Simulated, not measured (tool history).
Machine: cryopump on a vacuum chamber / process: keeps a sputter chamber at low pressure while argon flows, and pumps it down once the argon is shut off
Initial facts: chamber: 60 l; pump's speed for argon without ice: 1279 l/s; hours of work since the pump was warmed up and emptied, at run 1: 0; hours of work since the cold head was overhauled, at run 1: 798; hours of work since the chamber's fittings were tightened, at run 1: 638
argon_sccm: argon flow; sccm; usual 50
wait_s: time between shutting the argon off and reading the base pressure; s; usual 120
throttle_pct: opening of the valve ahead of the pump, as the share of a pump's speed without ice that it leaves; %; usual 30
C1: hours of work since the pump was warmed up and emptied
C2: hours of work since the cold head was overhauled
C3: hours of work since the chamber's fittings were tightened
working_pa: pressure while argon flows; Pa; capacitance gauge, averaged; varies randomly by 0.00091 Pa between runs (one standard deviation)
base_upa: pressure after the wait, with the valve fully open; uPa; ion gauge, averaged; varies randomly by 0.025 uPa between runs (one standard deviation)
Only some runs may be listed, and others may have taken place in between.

run 1 hour=0.0 | argon_sccm=50 wait_s=120 throttle_pct=30 | C1=0 C2=798 C3=638 | working_pa=0.2223 base_upa=1.71
run 2 hour=85.8 | argon_sccm=50 wait_s=120 throttle_pct=30 | C1=41 C2=839 C3=679 | working_pa=0.2231 base_upa=1.72
run 3 hour=170.0 | argon_sccm=50 wait_s=268 throttle_pct=30 | C1=81 C2=879 C3=719 | working_pa=0.2244 base_upa=1.40
run 4 hour=292.8 | argon_sccm=50 wait_s=268 throttle_pct=30 | C1=140 C2=938 C3=778 | working_pa=0.2259 base_upa=1.45
run 5 hour=347.6 | argon_sccm=50 wait_s=268 throttle_pct=30 | C1=166 C2=964 C3=804 | working_pa=0.2257 base_upa=1.53
run 6 hour=443.8 | argon_sccm=50 wait_s=229 throttle_pct=30 | C1=213 C2=1010 C3=850 | working_pa=0.2278 base_upa=1.61
run 7 hour=565.0 | argon_sccm=50 wait_s=229 throttle_pct=30 | C1=271 C2=1068 C3=908 | working_pa=0.2277 base_upa=1.73
run 8 hour=656.4 | argon_sccm=50 wait_s=120 throttle_pct=30 | C1=314 C2=1112 C3=952 | working_pa=0.2297 base_upa=2.17
-- hour=768.8 pump warmed up, emptied and cooled again
run 9 hour=783.9 | argon_sccm=50 wait_s=120 throttle_pct=30 | C1=7 C2=1171 C3=1011 | working_pa=0.2221 base_upa=2.03
run 10 hour=848.6 | argon_sccm=50 wait_s=120 throttle_pct=30 | C1=38 C2=1202 C3=1042 | working_pa=0.2237 base_upa=2.10
run 11 hour=898.7 | argon_sccm=50 wait_s=120 throttle_pct=30 | C1=62 C2=1226 C3=1066 | working_pa=0.2217 base_upa=2.13
run 12 hour=983.2 | argon_sccm=50 wait_s=120 throttle_pct=30 | C1=103 C2=1266 C3=1106 | working_pa=0.2247 base_upa=2.15
run 13 hour=1040.0 | argon_sccm=50 wait_s=120 throttle_pct=30 | C1=130 C2=1294 C3=1133 | working_pa=0.2254 base_upa=2.24
run 14 hour=1095.2 | argon_sccm=50 wait_s=120 throttle_pct=30 | C1=156 C2=1320 C3=1160 | working_pa=0.2244 base_upa=2.35
run 15 hour=1161.9 | argon_sccm=50 wait_s=120 throttle_pct=30 | C1=188 C2=1352 C3=1192 | working_pa=0.2278 base_upa=2.40
run 16 hour=1238.4 | argon_sccm=50 wait_s=120 throttle_pct=30 | C1=225 C2=1389 C3=1228 | working_pa=0.2260 base_upa=2.44
run 17 hour=1331.4 | argon_sccm=50 wait_s=120 throttle_pct=30 | C1=269 C2=1433 C3=1273 | working_pa=0.2298 base_upa=2.52
run 18 hour=1450.5 | argon_sccm=50 wait_s=120 throttle_pct=30 | C1=327 C2=1490 C3=1330 | working_pa=0.2323 base_upa=2.61
run 19 hour=1510.7 | argon_sccm=50 wait_s=57 throttle_pct=23 | C1=355 C2=1519 C3=1359 | working_pa=0.2997 base_upa=3.56
-- hour=1533.6 pump warmed up, emptied and cooled again
run 20 hour=1624.5 | argon_sccm=50 wait_s=57 throttle_pct=23 | C1=44 C2=1571 C3=1411 | working_pa=0.2929 base_upa=3.38
run 21 hour=1682.3 | argon_sccm=50 wait_s=21 throttle_pct=30 | C1=71 C2=1599 C3=1439 | working_pa=0.2237 base_upa=6.21
run 22 hour=1784.0 | argon_sccm=50 wait_s=80 throttle_pct=25 | C1=120 C2=1647 C3=1487 | working_pa=0.2689 base_upa=3.04
run 23 hour=1836.7 | argon_sccm=61 wait_s=35 throttle_pct=15 | C1=145 C2=1673 C3=1513 | working_pa=0.5436 base_upa=4.50
run 24 hour=1905.0 | argon_sccm=61 wait_s=35 throttle_pct=15 | C1=178 C2=1705 C3=1545 | working_pa=0.5448 base_upa=4.68
run 25 hour=2022.6 | argon_sccm=33 wait_s=259 throttle_pct=15 | C1=234 C2=1762 C3=1602 | working_pa=0.2993 base_upa=2.46
-- hour=2112.0 leaking fittings of the chamber tightened, without venting
run 26 hour=2144.7 | argon_sccm=62 wait_s=120 throttle_pct=27 | C1=292 C2=1819 C3=16 | working_pa=0.3174 base_upa=1.04
run 27 hour=2238.5 | argon_sccm=50 wait_s=24 throttle_pct=60 | C1=337 C2=1864 C3=61 | working_pa=0.1216 base_upa=4.13
-- hour=2301.8 pump warmed up, emptied and cooled again
run 28 hour=2362.2 | argon_sccm=92 wait_s=71 throttle_pct=35 | C1=29 C2=1921 C3=117 | working_pa=0.3507 base_upa=1.67
run 29 hour=2413.7 | argon_sccm=53 wait_s=286 throttle_pct=53 | C1=54 C2=1946 C3=142 | working_pa=0.1363 base_upa=0.71
run 30 hour=2479.5 | argon_sccm=46 wait_s=213 throttle_pct=30 | C1=85 C2=1977 C3=174 | working_pa=0.2061 base_upa=0.86
run 31 hour=2537.2 | argon_sccm=25 wait_s=87 throttle_pct=30 | C1=113 C2=2005 C3=201 | working_pa=0.1137 base_upa=1.57
run 32 hour=2614.9 | argon_sccm=25 wait_s=87 throttle_pct=23 | C1=150 C2=2042 C3=238 | working_pa=0.1463 base_upa=1.58
run 33 hour=2728.9 | argon_sccm=85 wait_s=48 throttle_pct=39 | C1=205 C2=2097 C3=293 | working_pa=0.3018 base_upa=2.57
run 34 hour=2796.6 | argon_sccm=30 wait_s=72 throttle_pct=20 | C1=237 C2=2129 C3=325 | working_pa=0.2030 base_upa=1.96
run 35 hour=2874.3 | argon_sccm=30 wait_s=72 throttle_pct=20 | C1=274 C2=2166 C3=363 | working_pa=0.2043 base_upa=1.94

Measured less the same run without the tool's hidden state. The same run-to-run variation is in both; the gauge's scatter may not be:
Hidden state at play: pump's speed, % of a pump's without ice; cold plate's temperature, K; leak into the chamber, uPa l/s; drift of the gauge itself on working_pa, %; drift of the gauge itself on base_upa, %.
run=1 working_pa=+0.0012 base_upa=+0.70
run=2 working_pa=+0.0024 base_upa=+0.74
run=3 working_pa=+0.0035 base_upa=+0.81
run=4 working_pa=+0.0053 base_upa=+0.89
run=5 working_pa=+0.0059 base_upa=+0.94
run=6 working_pa=+0.0072 base_upa=+0.99
run=7 working_pa=+0.0090 base_upa=+1.10
run=8 working_pa=+0.0105 base_upa=+1.16
run=9 working_pa=+0.0013 base_upa=+1.04
run=10 working_pa=+0.0021 base_upa=+1.08
run=11 working_pa=+0.0028 base_upa=+1.11
run=12 working_pa=+0.0038 base_upa=+1.15
run=13 working_pa=+0.0047 base_upa=+1.21
run=14 working_pa=+0.0054 base_upa=+1.28
run=15 working_pa=+0.0064 base_upa=+1.35
run=16 working_pa=+0.0076 base_upa=+1.41
run=17 working_pa=+0.0091 base_upa=+1.47
run=18 working_pa=+0.0108 base_upa=+1.59
run=19 working_pa=+0.0118 base_upa=+1.63
run=20 working_pa=+0.0031 base_upa=+1.46
run=21 working_pa=+0.0037 base_upa=+1.50
run=22 working_pa=+0.0052 base_upa=+1.61
run=23 working_pa=+0.0073 base_upa=+1.60
run=24 working_pa=+0.0085 base_upa=+1.70
run=25 working_pa=+0.0057 base_upa=+1.81
run=26 working_pa=+0.0132 base_upa=+0.05
run=27 working_pa=+0.0120 base_upa=+0.10
run=28 working_pa=+0.0046 base_upa=+0.12
run=29 working_pa=+0.0034 base_upa=+0.14
run=30 working_pa=+0.0038 base_upa=+0.19
run=31 working_pa=+0.0025 base_upa=+0.22
run=32 working_pa=+0.0031 base_upa=+0.25
run=33 working_pa=+0.0132 base_upa=+0.31
run=34 working_pa=+0.0052 base_upa=+0.36
run=35 working_pa=+0.0059 base_upa=+0.40
